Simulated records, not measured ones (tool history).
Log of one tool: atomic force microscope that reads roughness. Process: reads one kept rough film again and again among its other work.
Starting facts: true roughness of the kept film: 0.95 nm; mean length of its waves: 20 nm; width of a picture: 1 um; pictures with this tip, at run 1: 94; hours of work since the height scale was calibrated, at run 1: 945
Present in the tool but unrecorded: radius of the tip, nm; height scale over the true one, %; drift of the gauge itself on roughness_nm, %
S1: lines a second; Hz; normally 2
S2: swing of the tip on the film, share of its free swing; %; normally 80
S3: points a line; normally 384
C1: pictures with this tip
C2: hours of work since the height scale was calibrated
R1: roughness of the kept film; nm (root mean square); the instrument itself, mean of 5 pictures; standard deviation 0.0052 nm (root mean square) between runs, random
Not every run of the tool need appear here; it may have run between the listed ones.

{"run": 1, "hour": 0.0, "S1": 2, "S2": 80, "S3": 384, "C1": 94, "C2": 945, "R1": 0.839}
{"run": 2, "hour": 20.5, "S1": 2, "S2": 80, "S3": 384, "C1": 119, "C2": 959, "R1": 0.826}
{"run": 3, "hour": 54.2, "S1": 2, "S2": 80, "S3": 384, "C1": 160, "C2": 981, "R1": 0.827}
{"run": 4, "hour": 72.2, "S1": 1.1, "S2": 80, "S3": 384, "C1": 182, "C2": 993, "R1": 0.861}
{"run": 5, "hour": 93.1, "S1": 1.1, "S2": 80, "S3": 408, "C1": 207, "C2": 1006, "R1": 0.858}
{"run": 6, "hour": 128.2, "S1": 2, "S2": 80, "S3": 384, "C1": 250, "C2": 1030, "R1": 0.829}
{"run": 7, "hour": 158.7, "S1": 2, "S2": 80, "S3": 384, "C1": 288, "C2": 1050, "R1": 0.841}
{"run": 8, "hour": 187.4, "S1": 2, "S2": 80, "S3": 384, "C1": 323, "C2": 1068, "R1": 0.825}
{"run": 9, "hour": 216.1, "S1": 2, "S2": 80, "S3": 384, "C1": 358, "C2": 1087, "R1": 0.826}
{"run": 10, "hour": 246.3, "S1": 2, "S2": 66, "S3": 384, "C1": 395, "C2": 1107, "R1": 0.849}
{"hour": 251.7, "done": "new tip fitted"}
{"run": 11, "hour": 271.9, "S1": 2, "S2": 88, "S3": 384, "C1": 24, "C2": 1124, "R1": 0.819}
{"run": 12, "hour": 304.7, "S1": 2, "S2": 88, "S3": 384, "C1": 64, "C2": 1145, "R1": 0.805}
{"run": 13, "hour": 320.1, "S1": 2, "S2": 80, "S3": 289, "C1": 83, "C2": 1155, "R1": 0.819}
{"run": 14, "hour": 343.9, "S1": 2, "S2": 80, "S3": 384, "C1": 112, "C2": 1171, "R1": 0.837}
{"run": 15, "hour": 369.4, "S1": 2, "S2": 80, "S3": 384, "C1": 144, "C2": 1188, "R1": 0.829}
{"run": 16, "hour": 398.2, "S1": 1.28, "S2": 64, "S3": 384, "C1": 179, "C2": 1207, "R1": 0.874}
{"run": 17, "hour": 423.2, "S1": 1.28, "S2": 64, "S3": 267, "C1": 209, "C2": 1223, "R1": 0.851}
{"run": 18, "hour": 450.0, "S1": 2.01, "S2": 60, "S3": 317, "C1": 242, "C2": 1241, "R1": 0.869}
{"run": 19, "hour": 469.2, "S1": 2.01, "S2": 60, "S3": 317, "C1": 266, "C2": 1253, "R1": 0.869}
{"run": 20, "hour": 500.0, "S1": 3.42, "S2": 60, "S3": 317, "C1": 303, "C2": 1273, "R1": 0.856}
{"run": 21, "hour": 519.5, "S1": 2, "S2": 80, "S3": 440, "C1": 327, "C2": 1286, "R1": 0.825}
{"run": 22, "hour": 546.3, "S1": 2, "S2": 80, "S3": 440, "C1": 360, "C2": 1304, "R1": 0.84}
{"run": 23, "hour": 564.0, "S1": 2.62, "S2": 87, "S3": 440, "C1": 382, "C2": 1315, "R1": 0.792}
{"hour": 581.2, "done": "new tip fitted"}
{"run": 24, "hour": 591.3, "S1": 2.62, "S2": 87, "S3": 440, "C1": 12, "C2": 1333, "R1": 0.799}
{"run": 25, "hour": 618.6, "S1": 2, "S2": 58, "S3": 259, "C1": 46, "C2": 1351, "R1": 0.85}
{"run": 26, "hour": 646.2, "S1": 2, "S2": 81, "S3": 868, "C1": 79, "C2": 1369, "R1": 0.845}
{"run": 27, "hour": 679.0, "S1": 2, "S2": 81, "S3": 868, "C1": 120, "C2": 1391, "R1": 0.842}
{"run": 28, "hour": 710.0, "S1": 2, "S2": 72, "S3": 384, "C1": 157, "C2": 1411, "R1": 0.854}

4 options for the next run, each taken on its own from the tool as it stands now. Forecast them:
{"run": "A", "hour": 745.7, "S1": 2, "S2": 60, "S3": 642, "C1": 201, "C2": 1434, "R1": "?"}
{"run": "B", "hour": 745.7, "S1": 1.42, "S2": 86, "S3": 384, "C1": 201, "C2": 1434, "R1": "?"}
{"run": "C", "hour": 745.7, "S1": 1.45, "S2": 73, "S3": 384, "C1": 201, "C2": 1434, "R1": "?"}
{"run": "D", "hour": 745.7, "S1": 0.52, "S2": 90, "S3": 858, "C1": 201, "C2": 1434, "R1": "?"}

run=A R1=0.882
run=B R1=0.837
run=C R1=0.862
run=D R1=0.877
The same runs, with their run-to-run variation unchanged, on a tool lacking any hidden condition would have given:
run=A R1=0.885
run=B R1=0.84
run=C R1=0.865
run=D R1=0.88

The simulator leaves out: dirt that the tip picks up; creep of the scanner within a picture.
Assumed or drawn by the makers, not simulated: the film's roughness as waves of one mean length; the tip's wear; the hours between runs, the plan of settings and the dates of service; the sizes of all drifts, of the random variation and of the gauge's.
